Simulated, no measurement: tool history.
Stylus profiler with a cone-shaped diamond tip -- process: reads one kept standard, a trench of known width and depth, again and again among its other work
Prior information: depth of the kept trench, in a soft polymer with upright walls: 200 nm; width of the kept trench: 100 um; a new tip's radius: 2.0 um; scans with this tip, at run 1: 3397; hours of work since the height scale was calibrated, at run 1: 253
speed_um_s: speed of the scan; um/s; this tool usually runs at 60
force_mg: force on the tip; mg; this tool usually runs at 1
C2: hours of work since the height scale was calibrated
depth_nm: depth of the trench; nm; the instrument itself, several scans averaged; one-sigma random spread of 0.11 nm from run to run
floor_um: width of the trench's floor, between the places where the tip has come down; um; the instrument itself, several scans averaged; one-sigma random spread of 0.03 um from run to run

{"run": 1, "day": 0.0, "speed_um_s": 60, "force_mg": 1, "scans with this tip": 3397, "C2": 253, "depth_nm": 201.44, "floor_um": 97.52}
{"run": 2, "day": 0.625, "speed_um_s": 60, "force_mg": 1, "scans with this tip": 3502, "C2": 261, "depth_nm": 201.62, "floor_um": 97.42}
{"run": 3, "day": 1.204, "speed_um_s": 36, "force_mg": 1, "scans with this tip": 3599, "C2": 268, "depth_nm": 201.47, "floor_um": 97.63}
{"run": 4, "day": 1.692, "speed_um_s": 60, "force_mg": 1, "scans with this tip": 3681, "C2": 274, "depth_nm": 201.57, "floor_um": 97.47}
{"run": 5, "day": 2.346, "speed_um_s": 60, "force_mg": 1, "scans with this tip": 3791, "C2": 283, "depth_nm": 201.53, "floor_um": 97.44}
{"run": 6, "day": 2.808, "speed_um_s": 60, "force_mg": 1, "scans with this tip": 3868, "C2": 288, "depth_nm": 201.61, "floor_um": 97.38}
{"run": 7, "day": 3.262, "speed_um_s": 201, "force_mg": 1, "scans with this tip": 3945, "C2": 294, "depth_nm": 201.55, "floor_um": 96.17}
{"run": 8, "day": 3.596, "speed_um_s": 201, "force_mg": 1, "scans with this tip": 4001, "C2": 298, "depth_nm": 201.56, "floor_um": 96.18}
{"run": 9, "day": 3.933, "speed_um_s": 201, "force_mg": 1, "scans with this tip": 4058, "C2": 303, "depth_nm": 201.61, "floor_um": 96.21}
{"run": 10, "day": 4.575, "speed_um_s": 188, "force_mg": 1, "scans with this tip": 4165, "C2": 311, "depth_nm": 201.72, "floor_um": 96.26}
{"run": 11, "day": 4.883, "speed_um_s": 188, "force_mg": 1, "scans with this tip": 4217, "C2": 314, "depth_nm": 201.5, "floor_um": 96.25}
{"run": 12, "day": 5.221, "speed_um_s": 60, "force_mg": 1, "scans with this tip": 4273, "C2": 319, "depth_nm": 201.52, "floor_um": 97.37}
{"run": 13, "day": 5.592, "speed_um_s": 60, "force_mg": 1, "scans with this tip": 4336, "C2": 323, "depth_nm": 201.54, "floor_um": 97.31}
{"run": 14, "day": 6.067, "speed_um_s": 128, "force_mg": 1, "scans with this tip": 4415, "C2": 329, "depth_nm": 201.48, "floor_um": 96.77}
{"run": 15, "day": 6.646, "speed_um_s": 16, "force_mg": 1, "scans with this tip": 4512, "C2": 337, "depth_nm": 201.59, "floor_um": 97.82}
{"run": 16, "day": 7.008, "speed_um_s": 16, "force_mg": 0.83, "scans with this tip": 4574, "C2": 341, "depth_nm": 201.26, "floor_um": 97.75}
{"run": 17, "day": 7.317, "speed_um_s": 198, "force_mg": 1, "scans with this tip": 4625, "C2": 345, "depth_nm": 201.45, "floor_um": 96.15}
{"run": 18, "day": 7.958, "speed_um_s": 60, "force_mg": 0.62, "scans with this tip": 4733, "C2": 353, "depth_nm": 200.78, "floor_um": 97.24}
{"run": 19, "day": 8.562, "speed_um_s": 60, "force_mg": 0.62, "scans with this tip": 4835, "C2": 361, "depth_nm": 201.25, "floor_um": 97.2}
{"run": 20, "day": 9.129, "speed_um_s": 60, "force_mg": 0.62, "scans with this tip": 4930, "C2": 368, "depth_nm": 200.86, "floor_um": 97.19}
{"run": 21, "day": 9.667, "speed_um_s": 60, "force_mg": 1, "scans with this tip": 5020, "C2": 374, "depth_nm": 201.53, "floor_um": 97.32}
{"run": 22, "day": 10.112, "speed_um_s": 17, "force_mg": 1, "scans with this tip": 5094, "C2": 380, "depth_nm": 201.55, "floor_um": 97.77}
{"run": 23, "day": 10.579, "speed_um_s": 60, "force_mg": 1, "scans with this tip": 5173, "C2": 386, "depth_nm": 201.46, "floor_um": 97.32}
{"run": 24, "day": 10.904, "speed_um_s": 20, "force_mg": 0.76, "scans with this tip": 5227, "C2": 390, "depth_nm": 201.34, "floor_um": 97.63}
{"run": 25, "day": 11.392, "speed_um_s": 39, "force_mg": 0.76, "scans with this tip": 5309, "C2": 396, "depth_nm": 201.19, "floor_um": 97.42}
{"run": 26, "day": 12.046, "speed_um_s": 39, "force_mg": 0.76, "scans with this tip": 5419, "C2": 404, "depth_nm": 201.05, "floor_um": 97.42}
{"run": 27, "day": 12.517, "speed_um_s": 52, "force_mg": 0.84, "scans with this tip": 5498, "C2": 410, "depth_nm": 201.2, "floor_um": 97.33}
{"run": 28, "day": 13.175, "speed_um_s": 239, "force_mg": 0.34, "scans with this tip": 5609, "C2": 418, "depth_nm": 200.32, "floor_um": 94.17}
{"run": 29, "day": 13.679, "speed_um_s": 179, "force_mg": 0.56, "scans with this tip": 5693, "C2": 425, "depth_nm": 200.94, "floor_um": 95.7}
{"day": 13.75, "done": "height scale calibrated on a step standard"}
{"run": 30, "day": 14.029, "speed_um_s": 39, "force_mg": 0.35, "scans with this tip": 5749, "C2": 3, "depth_nm": 200.29, "floor_um": 97.26}
{"run": 31, "day": 14.692, "speed_um_s": 78, "force_mg": 2.6, "scans with this tip": 5860, "C2": 12, "depth_nm": 202.97, "floor_um": 97.4}
{"run": 32, "day": 15.188, "speed_um_s": 78, "force_mg": 2.6, "scans with this tip": 5943, "C2": 18, "depth_nm": 202.96, "floor_um": 97.4}
{"run": 33, "day": 15.579, "speed_um_s": 173, "force_mg": 0.62, "scans with this tip": 6009, "C2": 23, "depth_nm": 200.89, "floor_um": 95.82}
{"day": 15.792, "done": "height scale calibrated on a step standard, once more"}
{"run": 34, "day": 16.154, "speed_um_s": 124, "force_mg": 1.54, "scans with this tip": 6102, "C2": 5, "depth_nm": 202.26, "floor_um": 96.92}
{"run": 35, "day": 16.792, "speed_um_s": 124, "force_mg": 1.54, "scans with this tip": 6209, "C2": 13, "depth_nm": 202.32, "floor_um": 96.88}
{"run": 36, "day": 17.4, "speed_um_s": 124, "force_mg": 1.54, "scans with this tip": 6311, "C2": 20, "depth_nm": 202.26, "floor_um": 96.89}
{"run": 37, "day": 17.779, "speed_um_s": 29, "force_mg": 2.99, "scans with this tip": 6375, "C2": 25, "depth_nm": 203.79, "floor_um": 97.64}
{"run": 38, "day": 18.108, "speed_um_s": 227, "force_mg": 2.63, "scans with this tip": 6430, "C2": 29, "depth_nm": 203.53, "floor_um": 96.55}
{"run": 39, "day": 18.683, "speed_um_s": 234, "force_mg": 0.56, "scans with this tip": 6526, "C2": 36, "depth_nm": 200.98, "floor_um": 94.98}
{"run": 40, "day": 19.338, "speed_um_s": 224, "force_mg": 0.91, "scans with this tip": 6636, "C2": 44, "depth_nm": 201.53, "floor_um": 95.66}
{"run": 41, "day": 19.679, "speed_um_s": 210, "force_mg": 1, "scans with this tip": 6694, "C2": 49, "depth_nm": 201.72, "floor_um": 95.87}
{"run": 42, "day": 20.15, "speed_um_s": 46, "force_mg": 1.75, "scans with this tip": 6773, "C2": 55, "depth_nm": 202.66, "floor_um": 97.44}
{"run": 43, "day": 20.758, "speed_um_s": 17, "force_mg": 0.45, "scans with this tip": 6875, "C2": 62, "depth_nm": 200.73, "floor_um": 97.54}
{"run": 44, "day": 21.05, "speed_um_s": 17, "force_mg": 0.45, "scans with this tip": 6924, "C2": 66, "depth_nm": 201.04, "floor_um": 97.49}
{"run": 45, "day": 21.675, "speed_um_s": 17, "force_mg": 0.45, "scans with this tip": 7029, "C2": 74, "depth_nm": 201, "floor_um": 97.5}

Some steps in depth_nm between neighbouring runs. How much of each would the tool show without its hidden state too (settings, what came in, random variation), and how much is left for the hidden state, with any gauge scatter that isn't in both results?
The hidden state here: radius of the tip, um; height scale over the true one, %; drift of the gauge itself on depth_nm, %; drift of the gauge itself on floor_um, %.
Run 28 -> 29: speed_um_s 239 -> 179, force_mg 0.34 -> 0.56. depth_nm +0.62 nm: hidden state -0.02, all else +0.64.
Run 29 -> 30: speed_um_s 179 -> 39, force_mg 0.56 -> 0.35, height scale calibrated on a step standard. depth_nm -0.65 nm: hidden state -0.05, all else -0.6.
Run 30 -> 31: speed_um_s 39 -> 78, force_mg 0.35 -> 2.6. depth_nm +2.68 nm: hidden state -0.02, all else +2.7.
Run 32 -> 33: speed_um_s 78 -> 173, force_mg 2.6 -> 0.62. depth_nm -2.07 nm: hidden state +0.01, all else -2.08.
Run 33 -> 34: speed_um_s 173 -> 124, force_mg 0.62 -> 1.54, height scale calibrated on a step standard, once more. depth_nm +1.37 nm: hidden state +0.32, all else +1.05.
Run 38 -> 39: speed_um_s 227 -> 234, force_mg 2.63 -> 0.56. depth_nm -2.55 nm: hidden state -0.01, all else -2.54.
